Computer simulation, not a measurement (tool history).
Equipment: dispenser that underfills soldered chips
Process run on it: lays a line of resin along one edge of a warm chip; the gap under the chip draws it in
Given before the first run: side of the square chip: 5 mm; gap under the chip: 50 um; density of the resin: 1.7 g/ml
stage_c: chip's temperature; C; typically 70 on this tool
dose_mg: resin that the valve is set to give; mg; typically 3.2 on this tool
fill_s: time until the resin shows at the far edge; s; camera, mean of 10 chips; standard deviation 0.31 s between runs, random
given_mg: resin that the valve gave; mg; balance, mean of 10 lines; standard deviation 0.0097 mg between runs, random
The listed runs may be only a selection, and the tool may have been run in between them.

run,hour,stage_c,dose_mg,fill_s,given_mg
1,0,70,3.2,9.3,3.031
2,4.1,70,3.2,9.9,3.038
3,10.3,70,3.2,12.8,3.038
# hour 12.7: new syringe of resin
# hour 14.1: dispensing valve cleaned and set on the balance
4,17.1,70,3.2,8.1,3.188
5,20.1,70,3.2,8.4,3.179
6,25.1,70,3.2,10.2,3.192
7,32.1,79,3.13,10,3.107
# hour 33.7: new syringe of resin
8,38.1,63,3.4,10.5,3.367
9,44.6,78,2.7,8,2.697
10,51.7,68,2.75,14.1,2.73

For run 11, what comes out?
# hour 53.9: new syringe of resin
11,59.1,61,2.97,?,?

Run 11 yielded fill_s 11.3 s, given_mg 2.945 mg.
With the hidden condition absent and the run-to-run variation left alone, this run would have shown fill_s 9.5 s, given_mg 2.979 mg.
